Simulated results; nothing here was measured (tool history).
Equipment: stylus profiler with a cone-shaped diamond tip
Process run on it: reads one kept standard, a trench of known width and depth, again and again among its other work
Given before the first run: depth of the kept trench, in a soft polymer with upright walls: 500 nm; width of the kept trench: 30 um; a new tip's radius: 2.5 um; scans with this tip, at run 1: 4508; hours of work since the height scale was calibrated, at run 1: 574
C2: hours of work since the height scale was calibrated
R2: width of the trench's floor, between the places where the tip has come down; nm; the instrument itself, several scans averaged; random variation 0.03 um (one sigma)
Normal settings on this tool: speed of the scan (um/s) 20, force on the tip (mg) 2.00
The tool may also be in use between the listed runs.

run 1 hour=0.0 | speed_of_the_scan_(um/s)=20 force_on_the_tip_(mg)=2.00 | scans_with_this_tip=4508 C2=574 | depth_of_the_trench_(Å)=5068.2 R2=26730
run 2 hour=33.0 | speed_of_the_scan_(um/s)=20 force_on_the_tip_(mg)=2.00 | scans_with_this_tip=4710 C2=600 | depth_of_the_trench_(Å)=5069.2 R2=26700
run 3 hour=51.7 | speed_of_the_scan_(um/s)=20 force_on_the_tip_(mg)=2.00 | scans_with_this_tip=4825 C2=615 | depth_of_the_trench_(Å)=5069.4 R2=26730
run 4 hour=84.4 | speed_of_the_scan_(um/s)=18 force_on_the_tip_(mg)=2.00 | scans_with_this_tip=5025 C2=640 | depth_of_the_trench_(Å)=5070.0 R2=26670
run 5 hour=122.1 | speed_of_the_scan_(um/s)=18 force_on_the_tip_(mg)=2.00 | scans_with_this_tip=5256 C2=670 | depth_of_the_trench_(Å)=5069.0 R2=26750
run 6 hour=145.1 | speed_of_the_scan_(um/s)=18 force_on_the_tip_(mg)=2.00 | scans_with_this_tip=5397 C2=688 | depth_of_the_trench_(Å)=5073.2 R2=26720
run 7 hour=181.1 | speed_of_the_scan_(um/s)=75 force_on_the_tip_(mg)=2.00 | scans_with_this_tip=5618 C2=716 | depth_of_the_trench_(Å)=5069.8 R2=26580
run 8 hour=214.2 | speed_of_the_scan_(um/s)=34 force_on_the_tip_(mg)=2.00 | scans_with_this_tip=5820 C2=742 | depth_of_the_trench_(Å)=5070.1 R2=26610
run 9 hour=232.5 | speed_of_the_scan_(um/s)=34 force_on_the_tip_(mg)=2.00 | scans_with_this_tip=5933 C2=756 | depth_of_the_trench_(Å)=5071.4 R2=26680
run 10 hour=262.3 | speed_of_the_scan_(um/s)=53 force_on_the_tip_(mg)=2.00 | scans_with_this_tip=6115 C2=779 | depth_of_the_trench_(Å)=5069.9 R2=26620
run 11 hour=286.4 | speed_of_the_scan_(um/s)=53 force_on_the_tip_(mg)=2.00 | scans_with_this_tip=6263 C2=798 | depth_of_the_trench_(Å)=5074.8 R2=26570
run 12 hour=325.1 | speed_of_the_scan_(um/s)=20 force_on_the_tip_(mg)=4.51 | scans_with_this_tip=6500 C2=828 | depth_of_the_trench_(Å)=5117.3 R2=26660
run 13 hour=344.1 | speed_of_the_scan_(um/s)=20 force_on_the_tip_(mg)=4.51 | scans_with_this_tip=6616 C2=843 | depth_of_the_trench_(Å)=5118.0 R2=26650
run 14 hour=377.6 | speed_of_the_scan_(um/s)=55 force_on_the_tip_(mg)=2.00 | scans_with_this_tip=6822 C2=869 | depth_of_the_trench_(Å)=5075.1 R2=26570
run 15 hour=399.1 | speed_of_the_scan_(um/s)=55 force_on_the_tip_(mg)=2.00 | scans_with_this_tip=6953 C2=886 | depth_of_the_trench_(Å)=5072.0 R2=26490
run 16 hour=422.1 | speed_of_the_scan_(um/s)=20 force_on_the_tip_(mg)=2.00 | scans_with_this_tip=7095 C2=904 | depth_of_the_trench_(Å)=5074.6 R2=26550
run 17 hour=458.9 | speed_of_the_scan_(um/s)=20 force_on_the_tip_(mg)=2.00 | scans_with_this_tip=7320 C2=933 | depth_of_the_trench_(Å)=5077.9 R2=26610
run 18 hour=478.2 | speed_of_the_scan_(um/s)=20 force_on_the_tip_(mg)=2.00 | scans_with_this_tip=7439 C2=948 | depth_of_the_trench_(Å)=5077.0 R2=26630
run 19 hour=511.3 | speed_of_the_scan_(um/s)=20 force_on_the_tip_(mg)=1.08 | scans_with_this_tip=7641 C2=974 | depth_of_the_trench_(Å)=5054.6 R2=26540
run 20 hour=546.6 | speed_of_the_scan_(um/s)=20 force_on_the_tip_(mg)=1.08 | scans_with_this_tip=7858 C2=1001 | depth_of_the_trench_(Å)=5054.2 R2=26590
run 21 hour=577.1 | speed_of_the_scan_(um/s)=20 force_on_the_tip_(mg)=1.08 | scans_with_this_tip=8044 C2=1025 | depth_of_the_trench_(Å)=5056.3 R2=26580
run 22 hour=610.7 | speed_of_the_scan_(um/s)=20 force_on_the_tip_(mg)=1.08 | scans_with_this_tip=8250 C2=1051 | depth_of_the_trench_(Å)=5056.8 R2=26530
run 23 hour=646.9 | speed_of_the_scan_(um/s)=20 force_on_the_tip_(mg)=2.90 | scans_with_this_tip=8472 C2=1080 | depth_of_the_trench_(Å)=5094.1 R2=26520
run 24 hour=678.9 | speed_of_the_scan_(um/s)=58 force_on_the_tip_(mg)=1.49 | scans_with_this_tip=8668 C2=1105 | depth_of_the_trench_(Å)=5066.2 R2=26440
run 25 hour=717.8 | speed_of_the_scan_(um/s)=20 force_on_the_tip_(mg)=5.23 | scans_with_this_tip=8906 C2=1135 | depth_of_the_trench_(Å)=5136.1 R2=26560
run 26 hour=737.5 | speed_of_the_scan_(um/s)=20 force_on_the_tip_(mg)=5.23 | scans_with_this_tip=9027 C2=1150 | depth_of_the_trench_(Å)=5134.4 R2=26500
run 27 hour=773.8 | speed_of_the_scan_(um/s)=23 force_on_the_tip_(mg)=4.05 | scans_with_this_tip=9249 C2=1179 | depth_of_the_trench_(Å)=5117.1 R2=26500
run 28 hour=790.8 | speed_of_the_scan_(um/s)=20 force_on_the_tip_(mg)=1.09 | scans_with_this_tip=9354 C2=1192 | depth_of_the_trench_(Å)=5058.7 R2=26470
run 29 hour=812.2 | speed_of_the_scan_(um/s)=10 force_on_the_tip_(mg)=0.85 | scans_with_this_tip=9485 C2=1209 | depth_of_the_trench_(Å)=5052.3 R2=26530
run 30 hour=835.4 | speed_of_the_scan_(um/s)=11 force_on_the_tip_(mg)=2.02 | scans_with_this_tip=9627 C2=1227 | depth_of_the_trench_(Å)=5078.7 R2=26530
run 31 hour=867.3 | speed_of_the_scan_(um/s)=21 force_on_the_tip_(mg)=2.24 | scans_with_this_tip=9822 C2=1252 | depth_of_the_trench_(Å)=5086.1 R2=26450
run 32 hour=883.6 | speed_of_the_scan_(um/s)=11 force_on_the_tip_(mg)=1.07 | scans_with_this_tip=9922 C2=1264 | depth_of_the_trench_(Å)=5060.4 R2=26490
run 33 hour=916.7 | speed_of_the_scan_(um/s)=11 force_on_the_tip_(mg)=1.07 | scans_with_this_tip=10125 C2=1290 | depth_of_the_trench_(Å)=5063.1 R2=26500
run 34 hour=943.9 | speed_of_the_scan_(um/s)=21 force_on_the_tip_(mg)=0.85 | scans_with_this_tip=10292 C2=1311 | depth_of_the_trench_(Å)=5054.9 R2=26420
run 35 hour=961.9 | speed_of_the_scan_(um/s)=21 force_on_the_tip_(mg)=0.85 | scans_with_this_tip=10402 C2=1325 | depth_of_the_trench_(Å)=5053.4 R2=26410
run 36 hour=983.1 | speed_of_the_scan_(um/s)=69 force_on_the_tip_(mg)=1.58 | scans_with_this_tip=10532 C2=1342 | depth_of_the_trench_(Å)=5069.7 R2=26360
run 37 hour=1018.7 | speed_of_the_scan_(um/s)=41 force_on_the_tip_(mg)=5.97 | scans_with_this_tip=10751 C2=1370 | depth_of_the_trench_(Å)=5147.7 R2=26440
run 38 hour=1043.4 | speed_of_the_scan_(um/s)=41 force_on_the_tip_(mg)=5.97 | scans_with_this_tip=10902 C2=1389 | depth_of_the_trench_(Å)=5149.6 R2=26440
run 39 hour=1074.0 | speed_of_the_scan_(um/s)=77 force_on_the_tip_(mg)=2.29 | scans_with_this_tip=11089 C2=1413 | depth_of_the_trench_(Å)=5088.0 R2=26320
run 40 hour=1091.2 | speed_of_the_scan_(um/s)=77 force_on_the_tip_(mg)=2.29 | scans_with_this_tip=11195 C2=1426 | depth_of_the_trench_(Å)=5089.2 R2=26270
run 41 hour=1124.3 | speed_of_the_scan_(um/s)=26 force_on_the_tip_(mg)=3.68 | scans_with_this_tip=11397 C2=1452 | depth_of_the_trench_(Å)=5114.1 R2=26380
run 42 hour=1157.2 | speed_of_the_scan_(um/s)=26 force_on_the_tip_(mg)=3.68 | scans_with_this_tip=11599 C2=1478 | depth_of_the_trench_(Å)=5115.9 R2=26430
run 43 hour=1178.5 | speed_of_the_scan_(um/s)=21 force_on_the_tip_(mg)=2.65 | scans_with_this_tip=11729 C2=1495 | depth_of_the_trench_(Å)=5097.2 R2=26370
run 44 hour=1203.5 | speed_of_the_scan_(um/s)=35 force_on_the_tip_(mg)=1.39 | scans_with_this_tip=11882 C2=1514 | depth_of_the_trench_(Å)=5072.3 R2=26360
-- hour=1215.0 height scale calibrated on a step standard
run 45 hour=1228.2 | speed_of_the_scan_(um/s)=35 force_on_the_tip_(mg)=1.39 | scans_with_this_tip=12031 C2=10 | depth_of_the_trench_(Å)=5046.5 R2=26310
run 46 hour=1265.2 | speed_of_the_scan_(um/s)=29 force_on_the_tip_(mg)=2.00 | scans_with_this_tip=12258 C2=39 | depth_of_the_trench_(Å)=5058.0 R2=26380

Predict each of these 4 candidate next runs independently; none follows another, all start after run 46:
run A hour=1293.3 | speed_of_the_scan_(um/s)=45 force_on_the_tip_(mg)=2.00 | scans_with_this_tip=12430 C2=61 | depth_of_the_trench_(Å)=? R2=?
run B hour=1293.3 | speed_of_the_scan_(um/s)=5 force_on_the_tip_(mg)=1.24 | scans_with_this_tip=12430 C2=61 | depth_of_the_trench_(Å)=? R2=?
run C hour=1293.3 | speed_of_the_scan_(um/s)=73 force_on_the_tip_(mg)=0.95 | scans_with_this_tip=12430 C2=61 | depth_of_the_trench_(Å)=? R2=?
run D hour=1293.3 | speed_of_the_scan_(um/s)=68 force_on_the_tip_(mg)=2.00 | scans_with_this_tip=12430 C2=61 | depth_of_the_trench_(Å)=? R2=?

run=A depth_of_the_trench_(Å)=5061.6 R2=26300
run=B depth_of_the_trench_(Å)=5044.0 R2=26400
run=C depth_of_the_trench_(Å)=5037.7 R2=26250
run=D depth_of_the_trench_(Å)=5059.1 R2=26210
What these runs would have given with no unlogged condition in the tool:
run=A depth_of_the_trench_(Å)=5061.6 R2=26900
run=B depth_of_the_trench_(Å)=5044.0 R2=27000
run=C depth_of_the_trench_(Å)=5037.8 R2=26850
run=D depth_of_the_trench_(Å)=5059.2 R2=26810
